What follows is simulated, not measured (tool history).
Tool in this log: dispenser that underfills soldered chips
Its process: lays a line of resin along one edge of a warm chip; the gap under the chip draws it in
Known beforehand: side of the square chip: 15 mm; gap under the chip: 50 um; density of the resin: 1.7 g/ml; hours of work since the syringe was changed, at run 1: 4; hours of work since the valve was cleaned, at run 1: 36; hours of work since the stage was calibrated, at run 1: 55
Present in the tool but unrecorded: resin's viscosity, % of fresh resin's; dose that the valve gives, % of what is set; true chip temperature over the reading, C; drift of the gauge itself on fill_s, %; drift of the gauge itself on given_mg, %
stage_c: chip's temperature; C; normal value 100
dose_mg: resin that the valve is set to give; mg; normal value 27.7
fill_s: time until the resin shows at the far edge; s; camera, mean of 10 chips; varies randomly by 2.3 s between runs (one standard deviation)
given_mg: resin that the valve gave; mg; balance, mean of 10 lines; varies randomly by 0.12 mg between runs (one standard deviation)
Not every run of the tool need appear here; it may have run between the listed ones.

| run | hour | stage_c | dose_mg | hours of work since the syringe was changed | hours of work since the valve was cleaned | hours of work since the stage was calibrated | fill_s | given_mg |
|---|---|---|---|---|---|---|---|---|
| 1 | 0 | 100 | 27.7 | 4 | 36 | 55 | 246 | 27.05 |
| 2 | 7 | 100 | 27.7 | 8 | 41 | 60 | 301.5 | 26.85 |
|  | 10.4 | new syringe of resin |
| 3 | 13.3 | 100 | 27.7 | 2 | 45 | 64 | 238.9 | 26.64 |
| 4 | 22 | 100 | 27.7 | 8 | 51 | 70 | 293.8 | 26.6 |
|  | 25.7 | new syringe of resin |
| 5 | 28.3 | 100 | 27.7 | 2 | 55 | 74 | 243.9 | 26.64 |
| 6 | 38.1 | 100 | 23.6 | 8 | 62 | 81 | 314 | 22.53 |
|  | 41 | new syringe of resin |
| 7 | 42.8 | 100 | 23.6 | 1 | 65 | 84 | 250.1 | 22.54 |
| 8 | 51.5 | 100 | 23.6 | 7 | 71 | 90 | 307.5 | 22.25 |
|  | 56.4 | new syringe of resin |
| 9 | 58.4 | 93 | 32.3 | 1 | 75 | 94 | 305.5 | 30.63 |
| 10 | 64.9 | 96 | 29.9 | 6 | 80 | 98 | 322.2 | 28.11 |
|  | 72 | new syringe of resin |
| 11 | 73.2 | 105 | 27.7 | 1 | 85 | 104 | 194.9 | 25.91 |

Alternative continuations, all from the tool just after run 11; predict every row:
| A | 79.3 | 90 | 25.4 | 5 | 89 | 108 | ? | ? |
| B | 79.3 | 91 | 26.9 | 5 | 89 | 108 | ? | ? |
| C | 79.3 | 88 | 31.6 | 5 | 89 | 108 | ? | ? |

| run | fill_s | given_mg |
|---|---|---|
| A | 395.1 | 23.97 |
| B | 380.1 | 25.31 |
| C | 408.5 | 29.69 |
The same runs, with their run-to-run variation unchanged, on a tool lacking any hidden condition would have given:
| run | fill_s | given_mg |
|---|---|---|
| A | 338.5 | 25.58 |
| B | 327.1 | 27.01 |
| C | 354.6 | 31.67 |
